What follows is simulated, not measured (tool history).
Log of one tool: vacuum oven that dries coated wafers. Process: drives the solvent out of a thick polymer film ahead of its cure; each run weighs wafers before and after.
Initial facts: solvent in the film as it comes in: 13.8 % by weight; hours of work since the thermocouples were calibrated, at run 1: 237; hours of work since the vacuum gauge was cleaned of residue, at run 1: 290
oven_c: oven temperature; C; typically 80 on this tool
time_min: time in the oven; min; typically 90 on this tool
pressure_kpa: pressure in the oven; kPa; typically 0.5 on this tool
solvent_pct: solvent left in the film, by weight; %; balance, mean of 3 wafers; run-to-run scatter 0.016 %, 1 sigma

run	hour	oven_c	time_min	pressure_kpa	hours of work since the thermocouples were calibrated	hours of work since the vacuum gauge was cleaned of residue	solvent_pct
1	0	80	90	0.5	237	290	1.49
2	10.5	80	90	0.5	244	298	1.51
3	28.1	80	119	0.5	257	311	1.02
4	37.4	80	109	0.5	264	318	1.16
5	55.5	80	90	0.5	277	331	1.5
6	76.9	80	90	0.5	293	347	1.48
7	92.7	80	90	0.5	305	358	1.48
8	106	80	90	0.5	315	368	1.5
9	115.7	80	79	0.5	322	375	1.76
10	124.8	80	52	0.5	329	382	3.08
11	139	80	52	0.5	339	393	3.07
12	151.1	79	61	1.423	348	401	3.72
13	170.8	80	90	0.652	362	416	1.64
14	180.6	80	90	0.652	370	423	1.65

What if the next run were any one of these 5? Each begins from the tool's condition after run 14:
A	198.7	89	65	0.784	383	437	?
B	198.7	95	58	1.369	383	437	?
C	198.7	92	60	0.382	383	437	?
D	198.7	77	162	0.889	383	437	?
E	198.7	80	90	0.373	383	437	?

run	solvent_pct
A	1.04
B	1.07
C	0.55
D	1.51
E	1.35
With the hidden condition removed and each run's random variation left untouched, the same runs would have given:
run	solvent_pct
A	0.97
B	1
C	0.49
D	1.39
E	1.25
